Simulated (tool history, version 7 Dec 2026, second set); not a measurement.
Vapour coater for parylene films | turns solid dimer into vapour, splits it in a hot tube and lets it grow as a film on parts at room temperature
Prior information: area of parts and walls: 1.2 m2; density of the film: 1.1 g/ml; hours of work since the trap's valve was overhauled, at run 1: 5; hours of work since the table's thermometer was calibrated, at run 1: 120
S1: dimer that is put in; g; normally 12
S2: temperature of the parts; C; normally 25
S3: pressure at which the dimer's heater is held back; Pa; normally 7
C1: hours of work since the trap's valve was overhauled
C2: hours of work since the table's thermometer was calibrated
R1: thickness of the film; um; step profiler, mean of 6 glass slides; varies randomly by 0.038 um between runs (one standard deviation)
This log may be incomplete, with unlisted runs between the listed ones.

Run 1, day 0: usual settings; C1 5; C2 120. Result: R1 4.02 um.
Run 2, day 1.867: usual settings; C1 31; C2 146. Result: R1 3.99 um.
Run 3, day 3.021: usual settings but S3 5.76 Pa; C1 47; C2 163. Result: R1 4.14 um.
Run 4, day 4.246: usual settings but S3 5.76 Pa; C1 64; C2 180. Result: R1 4.13 um.
Run 5, day 5.429: usual settings but S3 5.76 Pa; C1 81; C2 196. Result: R1 4.17 um.
Run 6, day 7.479: usual settings but S3 5.76 Pa; C1 109; C2 225. Result: R1 4.13 um.
Run 7, day 8.646: usual settings but S2 33 C; C1 125; C2 241. Result: R1 3.09 um.
Run 8, day 10.008: usual settings but S2 33 C; C1 145; C2 260. Result: R1 3.11 um.
Run 9, day 12.158: usual settings but S2 33 C; C1 175; C2 290. Result: R1 3.07 um.
Run 10, day 14.083: usual settings; C1 201; C2 317. Result: R1 4.07 um.
Run 11, day 16.15: usual settings; C1 230; C2 346. Result: R1 4.06 um.
Run 12, day 17.729: usual settings; C1 252; C2 368. Result: R1 4.03 um.
Run 13, day 19.983: usual settings but S2 30 C; C1 284; C2 400. Result: R1 3.43 um.
At day 20.742: trap's valve overhauled.
Run 14, day 21.512: usual settings but S1 6 g; C1 11; C2 419. Result: R1 2.05 um.
Run 15, day 23.496: usual settings but S1 6 g; C1 38; C2 446. Result: R1 2.04 um.
Run 16, day 25.121: usual settings but S1 15 g, S2 19 C, S3 10.9 Pa; C1 61; C2 469. Result: R1 5.95 um.
Run 17, day 27.754: usual settings but S1 5 g, S2 20 C, S3 11.69 Pa; C1 98; C2 506. Result: R1 1.87 um.
Run 18, day 30.325: usual settings but S1 20 g, S2 26 C; C1 134; C2 542. Result: R1 6.56 um.
Run 19, day 32.854: usual settings but S2 18 C, S3 4.92 Pa; C1 169; C2 577. Result: R1 5.27 um.
Run 20, day 34.6: usual settings but S2 18 C, S3 4.92 Pa; C1 194; C2 602. Result: R1 5.25 um.
Run 21, day 35.742: usual settings but S1 16 g, S2 34 C, S3 7.45 Pa; C1 210; C2 617. Result: R1 3.98 um.
Run 22, day 37.992: usual settings but S1 16 g, S2 34 C, S3 7.45 Pa; C1 241; C2 649. Result: R1 3.98 um.
Run 23, day 40.496: usual settings but S1 9 g, S2 34 C, S3 2.33 Pa; C1 276; C2 684. Result: R1 2.49 um.
At day 41.929: trap's valve overhauled.
Run 24, day 42.738: usual settings but S1 14 g, S2 35 C, S3 11.65 Pa; C1 11; C2 713. Result: R1 3.23 um.
Run 25, day 44.879: usual settings but S2 19 C; C1 41; C2 743. Result: R1 4.9 um.
Run 26, day 46.962: usual settings but S1 9 g, S3 8.4 Pa; C1 70; C2 772. Result: R1 2.99 um.
Run 27, day 49.154: usual settings but S1 9 g, S2 36 C, S3 11.69 Pa; C1 101; C2 803. Result: R1 1.98 um.
Run 28, day 51.254: usual settings but S1 22 g, S2 30 C, S3 8.4 Pa; C1 130; C2 832. Result: R1 6.22 um.
At day 51.512: table's thermometer calibrated.
Run 29, day 53.496: usual settings but S1 7 g, S2 24 C; C1 161; C2 28. Result: R1 2.45 um.

Describe how what the log doesn't record of the tool's condition differs between the last listed run preceding each entry between runs and the first listed run following it.
In the gap between runs 13 and 14: trap's valve overhauled (day 20.742)
  vapour lost through the trap's worn valve, %: 0.5 -> 0
In the gap between runs 23 and 24: trap's valve overhauled (day 41.929)
  vapour lost through the trap's worn valve, %: 0.4 -> 0
In the gap between runs 28 and 29: table's thermometer calibrated (day 51.512)
  vapour lost through the trap's worn valve, %: 0.2 -> 0.3; true temperature of the parts over the reading, C: 0.02 -> 0
